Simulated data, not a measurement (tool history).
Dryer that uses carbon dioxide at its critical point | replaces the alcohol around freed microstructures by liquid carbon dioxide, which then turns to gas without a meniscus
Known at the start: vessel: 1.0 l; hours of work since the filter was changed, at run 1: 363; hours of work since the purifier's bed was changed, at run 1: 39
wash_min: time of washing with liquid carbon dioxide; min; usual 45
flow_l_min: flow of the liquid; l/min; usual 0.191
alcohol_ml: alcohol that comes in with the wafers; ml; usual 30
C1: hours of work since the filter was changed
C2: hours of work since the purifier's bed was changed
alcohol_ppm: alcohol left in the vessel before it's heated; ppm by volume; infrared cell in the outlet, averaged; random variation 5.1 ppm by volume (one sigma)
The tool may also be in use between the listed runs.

Run 1, day 0: usual settings; C1 363; C2 39. Result: alcohol_ppm 74 ppm by volume.
Run 2, day 1.254: usual settings; C1 380; C2 56. Result: alcohol_ppm 96 ppm by volume.
Run 3, day 2.662: usual settings; C1 399; C2 75. Result: alcohol_ppm 105 ppm by volume.
Run 4, day 3.65: usual settings but flow_l_min 0.151 l/min; C1 412; C2 89. Result: alcohol_ppm 307 ppm by volume.
Run 5, day 4.471: usual settings but flow_l_min 0.151 l/min; C1 424; C2 100. Result: alcohol_ppm 302 ppm by volume.
At day 5.767: inlet filter changed.
Run 6, day 6.262: usual settings but flow_l_min 0.215 l/min; C1 7; C2 124. Result: alcohol_ppm 44 ppm by volume.
Run 7, day 7.904: usual settings but wash_min 31 min; C1 29; C2 146. Result: alcohol_ppm 377 ppm by volume.
Run 8, day 9.267: usual settings but wash_min 31 min; C1 48; C2 165. Result: alcohol_ppm 384 ppm by volume.
Run 9, day 10.842: usual settings but wash_min 40 min, flow_l_min 0.193 l/min, alcohol_ml 21 ml; C1 69; C2 186. Result: alcohol_ppm 106 ppm by volume.
Run 10, day 11.825: usual settings but wash_min 43 min, flow_l_min 0.257 l/min; C1 83; C2 200. Result: alcohol_ppm 53 ppm by volume.
Run 11, day 12.838: usual settings but wash_min 37 min, flow_l_min 0.13 l/min, alcohol_ml 55 ml; C1 96; C2 213. Result: alcohol_ppm 1492 ppm by volume.
Run 12, day 14.075: usual settings but flow_l_min 0.162 l/min, alcohol_ml 47 ml; C1 113; C2 230. Result: alcohol_ppm 260 ppm by volume.
Run 13, day 15.104: usual settings but wash_min 46 min, flow_l_min 0.2 l/min, alcohol_ml 23 ml; C1 127; C2 244. Result: alcohol_ppm 59 ppm by volume.
Run 14, day 16.029: usual settings but flow_l_min 0.195 l/min, alcohol_ml 99 ml; C1 140; C2 257. Result: alcohol_ppm 212 ppm by volume.
Run 15, day 17.554: usual settings but flow_l_min 0.195 l/min, alcohol_ml 99 ml; C1 161; C2 278. Result: alcohol_ppm 210 ppm by volume.

Some steps in alcohol_ppm between neighbouring runs. How much of each would the tool show without its hidden state too (settings, what came in, random variation), and how much is left for the hidden state, with any gauge scatter that isn't in both results?
The hidden state here: flow that reaches the vessel past the clogged filter, %; alcohol in the recycled carbon dioxide, ppm; drift of the gauge itself on alcohol_ppm, %.
Run 10 -> 11: wash_min 43 -> 37, flow_l_min 0.257 -> 0.13, alcohol_ml 30 -> 55. alcohol_ppm +1439 ppm by volume: hidden state +110, all else +1329.

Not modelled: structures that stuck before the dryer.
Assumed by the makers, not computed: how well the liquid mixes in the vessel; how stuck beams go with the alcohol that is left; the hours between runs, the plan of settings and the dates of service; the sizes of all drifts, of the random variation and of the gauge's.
